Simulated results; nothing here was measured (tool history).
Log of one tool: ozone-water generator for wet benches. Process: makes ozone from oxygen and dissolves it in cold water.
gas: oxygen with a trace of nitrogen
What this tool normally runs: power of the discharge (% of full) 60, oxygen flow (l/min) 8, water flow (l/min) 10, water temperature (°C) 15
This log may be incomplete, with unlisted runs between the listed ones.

| run | day | power of the discharge (% of full) | oxygen flow (l/min) | water flow (l/min) | water temperature (°C) | dissolved ozone (ppm) | ozone in the gas ahead of the water (g/m3) |
|---|---|---|---|---|---|---|---|
| 1 | 0 | 60 | 8 | 10 | 15 | 33.1 | 165.2 |
| 2 | 0.742 | 60 | 8 | 10 | 15 | 33.1 | 164.5 |
| 3 | 1.412 | 60 | 8 | 10 | 15 | 32.9 | 165.2 |
| 4 | 2.196 | 60 | 8 | 10 | 15 | 32.8 | 165.6 |
| 5 | 3.004 | 60 | 8 | 10 | 15 | 33 | 167.4 |
| 6 | 4.6 | 60 | 8 | 10 | 15 | 33.1 | 166 |
| 7 | 5.908 | 67 | 8 | 10 | 15 | 36.3 | 183.6 |
| 8 | 7.233 | 67 | 8 | 10 | 15 | 36.3 | 181.3 |
| 9 | 8.612 | 67 | 8 | 10 | 15 | 36.7 | 181.5 |
| 10 | 9.596 | 60 | 8 | 10 | 12 | 35.3 | 165.8 |
| 11 | 11.062 | 60 | 8 | 10 | 12 | 35.5 | 165.5 |
| 12 | 11.962 | 60 | 6.66 | 10 | 12 | 36.1 | 181.7 |
| 13 | 13.383 | 60 | 6.66 | 10 | 12 | 35.9 | 180.6 |
| 14 | 14.912 | 60 | 6.66 | 9 | 12 | 37.6 | 180.4 |
| 15 | 15.658 | 45 | 4.54 | 6 | 12 | 37 | 166 |
| 16 | 16.738 | 70 | 8 | 10 | 22 | 31.5 | 189.3 |
| 17 | 18.3 | 59 | 13.77 | 10 | 15 | 29 | 124.5 |
| 18 | 19.538 | 60 | 4.2 | 12 | 15 | 31.5 | 220.8 |
| 19 | 20.417 | 60 | 10.77 | 8 | 23 | 27.5 | 144.5 |
| 20 | 21.867 | 59 | 4.29 | 10 | 15 | 33.7 | 216.1 |
| 21 | 23.238 | 59 | 11.26 | 8 | 22 | 27.1 | 138.3 |
| 22 | 24.671 | 60 | 4.48 | 10 | 21 | 30.9 | 213.9 |
| 23 | 25.708 | 60 | 4.48 | 8 | 21 | 34.6 | 217 |
| 24 | 26.758 | 79 | 4.48 | 8 | 21 | 44.4 | 276.1 |
| 25 | 27.888 | 79 | 4.48 | 8 | 21 | 44 | 273.1 |
| 26 | 29.229 | 40 | 4.62 | 10 | 15 | 24.3 | 149.1 |
| 27 | 30.288 | 86 | 8 | 10 | 16 | 43.2 | 223.4 |
| 28 | 31.683 | 86 | 8 | 10 | 10 | 50 | 223.3 |

Below are 4 alternative next runs, each starting from the tool's condition after run 28. Predict each:
| A | 33.208 | 60 | 7.34 | 7 | 15 | ? | ? |
| B | 33.208 | 59 | 8 | 10 | 10 | ? | ? |
| C | 33.208 | 88 | 8 | 10 | 16 | ? | ? |
| D | 33.208 | 60 | 8 | 10 | 12 | ? | ? |

| run | dissolved ozone (ppm) | ozone in the gas ahead of the water (g/m3) |
|---|---|---|
| A | 37.9 | 170.6 |
| B | 35.9 | 161.2 |
| C | 44.5 | 227.9 |
| D | 35.2 | 163.5 |
The same runs, with their run-to-run variation unchanged, on a tool lacking any hidden condition would have given:
| run | dissolved ozone (ppm) | ozone in the gas ahead of the water (g/m3) |
|---|---|---|
| A | 39.8 | 174.7 |
| B | 37.9 | 165.1 |
| C | 47.4 | 235.6 |
| D | 37.1 | 167.5 |
